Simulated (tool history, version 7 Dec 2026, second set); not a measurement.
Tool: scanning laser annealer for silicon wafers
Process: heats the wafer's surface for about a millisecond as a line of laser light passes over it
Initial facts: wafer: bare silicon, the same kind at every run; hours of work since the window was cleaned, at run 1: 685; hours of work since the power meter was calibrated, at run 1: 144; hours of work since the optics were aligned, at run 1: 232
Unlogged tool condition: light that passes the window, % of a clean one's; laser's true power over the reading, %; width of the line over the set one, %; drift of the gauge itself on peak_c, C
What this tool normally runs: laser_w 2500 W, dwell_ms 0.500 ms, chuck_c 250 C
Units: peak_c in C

| run | hour | laser_w | dwell_ms | chuck_c | hours of work since the window was cleaned | hours of work since the power meter was calibrated | hours of work since the optics were aligned | peak_c |
|---|---|---|---|---|---|---|---|---|
| 1 | 0.0 | 2500 | 0.500 | 250 | 685 | 144 | 232 | 962 |
| 2 | 8.0 | 2500 | 0.500 | 250 | 688 | 148 | 236 | 963 |
| 3 | 18.5 | 2500 | 0.500 | 224 | 693 | 152 | 240 | 941 |
| 4 | 25.8 | 2494 | 0.500 | 250 | 696 | 155 | 243 | 961 |
| 5 | 35.1 | 2500 | 0.592 | 250 | 700 | 159 | 247 | 1024 |
| 6 | 42.0 | 2500 | 0.592 | 250 | 703 | 162 | 250 | 1021 |
| 7 | 48.4 | 2500 | 0.592 | 250 | 706 | 165 | 253 | 1021 |
| 8 | 60.0 | 2500 | 0.592 | 250 | 711 | 170 | 258 | 1019 |
| 9 | 64.9 | 2500 | 0.592 | 250 | 713 | 172 | 260 | 1018 |
| 10 | 71.2 | 2500 | 0.592 | 250 | 715 | 175 | 263 | 1018 |
| 11 | 80.5 | 2500 | 0.592 | 250 | 719 | 179 | 266 | 1019 |
| 12 | 85.3 | 2500 | 0.395 | 250 | 721 | 181 | 269 | 891 |
| 13 | 96.9 | 2500 | 0.500 | 250 | 726 | 186 | 273 | 963 |
| 14 | 104.6 | 2357 | 0.500 | 250 | 730 | 189 | 277 | 920 |
| 15 | 110.1 | 2500 | 0.500 | 219 | 732 | 191 | 279 | 929 |
| 16 | 121.5 | 2500 | 0.500 | 219 | 737 | 196 | 284 | 928 |
| 17 | 131.1 | 2570 | 0.390 | 219 | 741 | 200 | 288 | 874 |
|  | 136.6 | window over the wafer cleaned |
| 18 | 142.4 | 2500 | 0.369 | 236 | 2 | 204 | 292 | 890 |
|  | 148.4 | optics aligned, line set to its width |
| 19 | 153.6 | 2364 | 0.504 | 236 | 5 | 207 | 2 | 949 |
| 20 | 159.3 | 2206 | 0.432 | 245 | 8 | 209 | 5 | 864 |
| 21 | 167.9 | 2206 | 0.432 | 245 | 11 | 213 | 8 | 862 |
| 22 | 175.6 | 2500 | 0.580 | 250 | 14 | 216 | 12 | 1053 |
|  | 191.8 | optics aligned, line set to its width, once more |
| 23 | 192.4 | 2617 | 0.357 | 280 | 19 | 221 | 0 | 961 |
| 24 | 203.3 | 2258 | 0.404 | 252 | 24 | 226 | 5 | 871 |
| 25 | 210.3 | 2460 | 0.568 | 277 | 27 | 229 | 8 | 1065 |
| 26 | 220.2 | 2460 | 0.568 | 277 | 31 | 233 | 12 | 1062 |
| 27 | 227.0 | 2460 | 0.568 | 277 | 34 | 236 | 15 | 1064 |

Forecast each of these 5 alternatives for the next run:
| A | 236.7 | 2454 | 0.568 | 277 | 38 | 240 | 19 | ? |
| B | 236.7 | 2732 | 0.355 | 274 | 38 | 240 | 19 | ? |
| C | 236.7 | 2361 | 0.582 | 247 | 38 | 240 | 19 | ? |
| D | 236.7 | 2483 | 0.520 | 213 | 38 | 240 | 19 | ? |
| E | 236.7 | 2523 | 0.568 | 253 | 38 | 240 | 19 | ? |

| run | peak_c |
|---|---|
| A | 1060 |
| B | 980 |
| C | 1008 |
| D | 977 |
| E | 1055 |
Had the tool no hidden state, the same runs would have come out as:
| run | peak_c |
|---|---|
| A | 1062 |
| B | 982 |
| C | 1010 |
| D | 979 |
| E | 1057 |
